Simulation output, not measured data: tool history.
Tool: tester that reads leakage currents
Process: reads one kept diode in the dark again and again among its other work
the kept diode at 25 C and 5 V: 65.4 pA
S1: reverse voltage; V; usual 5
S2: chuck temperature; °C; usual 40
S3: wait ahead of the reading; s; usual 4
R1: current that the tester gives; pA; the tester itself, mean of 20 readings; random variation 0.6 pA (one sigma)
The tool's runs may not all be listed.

run	hour	S1	S2	S3	R1
1	0	5	40	4	199.12
2	128.6	5	40	5.35	198.7
3	197.2	5	50	4	391.74
4	283.1	5.71	40	4	214.08
5	340	5	40	4	197.81
6	396.4	5	40	4	199.29
7	455.6	5	40	4	198.78
8	578.9	5	49	4	367.5
9	685.6	5	40	4	198.11
10	794.6	5	40	4	196.94
11	913.9	5	40	4	197.67
12	1036.6	5	40	4	198.7
13	1164.2	5	40	4	199.62
14	1238.3	5	40	4	198.11
15	1318.1	5	40	4	199.5
16	1437.9	5	20	4	44.37
17	1547.2	5	20	4	44.39
18	1657.7	5	20	4	44.61
19	1780.2	5	20	4	44.36
20	1879	5	20	4	44.65
21	2004.9	5	20	4	44.47
22	2112.9	5	20	4	44.2
23	2215.8	5	40	2.55	198.65
24	2335	5	34	1.35	130.16
25	2410.3	5	34	1.35	130.09
26	2538.4	1.96	34	1.35	79.12
27	2667.7	1.96	34	1.35	79.4
28	2747.3	1.49	44	4	138.72
29	2877	1.49	44	4	139.11
30	3006.2	5	26	4	71.1
31	3097.2	11.46	40	0.43	313.28
32	3157	19.04	32	4	228.07
33	3275.1	5.39	40	7.32	206.54
34	3366.9	1.87	40	7.32	117.58
35	3486.8	1.87	40	7.32	119.03
36	3552.7	15.18	40	1.19	360.3
37	3652	15.18	40	1.19	358.16
38	3782	15.18	40	1.19	358.57
39	3904.1	2.56	32	2.81	78.65

Taken out of this log: 3 entries between the listed runs. Where each belongs, and how the hidden state differs across it:
Between runs 15 and 16: tester calibrated (hour 1416.4)
  stray current of the dirty probe card, pA a volt: 0.031 -> 0.032; current scale over the true one, %: 0.02 -> 0
Between runs 17 and 18: chuck's temperature calibrated (hour 1640.7)
  stray current of the dirty probe card, pA a volt: 0.032 -> 0.033; true chuck temperature over the reading, C: -0.02 -> 0
Between runs 29 and 30: probe card cleaned and baked (hour 3004)
  stray current of the dirty probe card, pA a volt: 0.042 -> 0.02
